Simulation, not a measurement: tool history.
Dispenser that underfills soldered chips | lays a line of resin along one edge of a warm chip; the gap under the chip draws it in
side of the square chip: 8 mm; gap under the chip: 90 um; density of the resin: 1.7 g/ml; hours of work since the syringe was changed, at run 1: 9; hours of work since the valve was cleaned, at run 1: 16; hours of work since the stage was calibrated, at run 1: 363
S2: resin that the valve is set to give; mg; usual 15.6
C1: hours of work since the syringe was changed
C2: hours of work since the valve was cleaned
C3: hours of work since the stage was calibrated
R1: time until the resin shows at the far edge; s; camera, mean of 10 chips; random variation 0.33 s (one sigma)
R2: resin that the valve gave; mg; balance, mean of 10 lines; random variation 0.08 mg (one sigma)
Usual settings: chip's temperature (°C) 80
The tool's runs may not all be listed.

Run 1, hour 0: usual settings; C1 9; C2 16; C3 363. Result: R1 21.1 s, R2 15.32 mg.
At hour 2.6: new syringe of resin.
Run 2, hour 14.6: usual settings but chip's temperature (°C) 89; C1 9; C2 26; C3 373. Result: R1 15.2 s, R2 15.22 mg.
At hour 16.6: new syringe of resin.
Run 3, hour 25.7: usual settings but S2 13.6 mg; C1 7; C2 34; C3 381. Result: R1 19.4 s, R2 13.09 mg.
At hour 30.4: new syringe of resin.
Run 4, hour 40.6: usual settings but S2 13.6 mg; C1 8; C2 45; C3 392. Result: R1 20.8 s, R2 13.08 mg.
At hour 44.7: new syringe of resin.
Run 5, hour 49.9: usual settings but S2 13.6 mg; C1 4; C2 52; C3 399. Result: R1 16.7 s, R2 12.91 mg.
At hour 58.3: new syringe of resin.
Run 6, hour 58.3: usual settings; C1 0; C2 58; C3 405. Result: R1 12.9 s, R2 14.81 mg.
At hour 72: new syringe of resin.
Run 7, hour 73.1: usual settings; C1 1; C2 69; C3 416. Result: R1 14 s, R2 14.45 mg.
At hour 86.9: new syringe of resin.
Run 8, hour 88.9: usual settings but chip's temperature (°C) 81; C1 2; C2 80; C3 427. Result: R1 13.7 s, R2 14.42 mg.
Run 9, hour 96.8: usual settings but chip's temperature (°C) 81; C1 7; C2 86; C3 433. Result: R1 18.4 s, R2 14.3 mg.
At hour 101: new syringe of resin.
At hour 102: dispensing valve cleaned and set on the balance.
Run 10, hour 112.5: usual settings but S2 19.1 mg; C1 8; C2 8; C3 444. Result: R1 20.1 s, R2 19.1 mg.
At hour 116.4: new syringe of resin.
Run 11, hour 124.3: usual settings but S2 19.1 mg; C1 6; C2 16; C3 452. Result: R1 17.4 s, R2 18.8 mg.
At hour 131.2: new syringe of resin.
Run 12, hour 135.3: usual settings but S2 18.2 mg; C1 3; C2 24; C3 460. Result: R1 14.5 s, R2 17.77 mg.
At hour 145.7: new syringe of resin.
Run 13, hour 149.8: usual settings but S2 18.2 mg; C1 3; C2 35; C3 471. Result: R1 15 s, R2 17.48 mg.
At hour 159.4: new syringe of resin.
Run 14, hour 163: usual settings but S2 18.2 mg; C1 3; C2 44; C3 480. Result: R1 14.9 s, R2 17.45 mg.
At hour 173.4: new syringe of resin.
Run 15, hour 180.3: usual settings but S2 18.2 mg; C1 5; C2 57; C3 493. Result: R1 16.8 s, R2 17.32 mg.
At hour 187.3: new syringe of resin.
Run 16, hour 189.3: usual settings but S2 15.1 mg; C1 1; C2 63; C3 499. Result: R1 14.3 s, R2 14.17 mg.
Run 17, hour 199.8: usual settings but S2 15.1 mg; C1 9; C2 71; C3 507. Result: R1 21.8 s, R2 14.05 mg.
At hour 201.3: new syringe of resin.
At hour 215.1: new syringe of resin.
Run 18, hour 215.1: usual settings but chip's temperature (°C) 91, S2 18.6 mg; C1 0; C2 82; C3 518. Result: R1 7.8 s, R2 17.04 mg.
At hour 225.4: dispensing valve cleaned and set on the balance.
At hour 230.4: new syringe of resin.
Run 19, hour 233.2: usual settings but chip's temperature (°C) 70, S2 19.2 mg; C1 2; C2 6; C3 530. Result: R1 20.2 s, R2 19.14 mg.
At hour 244.7: new syringe of resin.
Run 20, hour 247.5: usual settings but chip's temperature (°C) 70, S2 15.3 mg; C1 2; C2 16; C3 541. Result: R1 20.6 s, R2 15.16 mg.
At hour 256.7: stage's temperature calibrated.
At hour 259.7: new syringe of resin.
Run 21, hour 266: usual settings but chip's temperature (°C) 71, S2 16.3 mg; C1 5; C2 29; C3 7. Result: R1 25.2 s, R2 15.64 mg.
At hour 274.2: new syringe of resin.
Run 22, hour 281.2: usual settings but chip's temperature (°C) 95, S2 19.8 mg; C1 5; C2 40; C3 18. Result: R1 10.3 s, R2 18.93 mg.
At hour 288.6: new syringe of resin.
Run 23, hour 294.9: usual settings but chip's temperature (°C) 75, S2 15.4 mg; C1 5; C2 50; C3 28. Result: R1 21.4 s, R2 14.83 mg.
At hour 302.4: new syringe of resin.
Run 24, hour 308.1: usual settings but chip's temperature (°C) 92, S2 14 mg; C1 4; C2 59; C3 37. Result: R1 12 s, R2 13.2 mg.
At hour 315.9: new syringe of resin.
Run 25, hour 320.5: usual settings but chip's temperature (°C) 92, S2 14 mg; C1 3; C2 68; C3 46. Result: R1 11.2 s, R2 13.17 mg.
At hour 330.5: new syringe of resin.
Run 26, hour 332.3: usual settings but chip's temperature (°C) 92, S2 14 mg; C1 1; C2 77; C3 55. Result: R1 10 s, R2 12.97 mg.
At hour 344.2: new syringe of resin.
Run 27, hour 348.2: usual settings but chip's temperature (°C) 85, S2 17.9 mg; C1 3; C2 88; C3 66. Result: R1 13.6 s, R2 16.3 mg.
At hour 350: dispensing valve cleaned and set on the balance.
At hour 359: new syringe of resin.
Run 28, hour 359: usual settings but chip's temperature (°C) 85, S2 17.9 mg; C1 0; C2 6; C3 73. Result: R1 11.3 s, R2 17.83 mg.
At hour 372.6: new syringe of resin.
Run 29, hour 376.5: usual settings but S2 14.7 mg; C1 3; C2 19; C3 86. Result: R1 16.2 s, R2 14.39 mg.
Run 30, hour 385.4: usual settings but chip's temperature (°C) 93, S2 13.4 mg; C1 10; C2 26; C3 93. Result: R1 14.3 s, R2 13.16 mg.
At hour 386.5: new syringe of resin.
At hour 400.5: new syringe of resin.
Run 31, hour 400.5: usual settings but chip's temperature (°C) 84, S2 19.4 mg; C1 0; C2 37; C3 103. Result: R1 11.4 s, R2 18.77 mg.
At hour 414.9: new syringe of resin.
Run 32, hour 417.8: usual settings but chip's temperature (°C) 70, S2 16.6 mg; C1 2; C2 49; C3 116. Result: R1 22.6 s, R2 15.88 mg.
At hour 428.4: new syringe of resin.
Run 33, hour 433.5: usual settings but chip's temperature (°C) 77, S2 17.1 mg; C1 4; C2 60; C3 127. Result: R1 18.7 s, R2 16.04 mg.

Run 34 comes next. What will it give?
At hour 442.4: new syringe of resin.
Run 34, hour 444.1: usual settings but chip's temperature (°C) 77, S2 17.1 mg; C1 1; C2 68; C3 135. Result: R1 ?, R2 ?.

R1: 16.1 s
R2: 15.97 mg
Without the tool's hidden state the same run would have given R1 15.6 s, R2 17.03 mg.
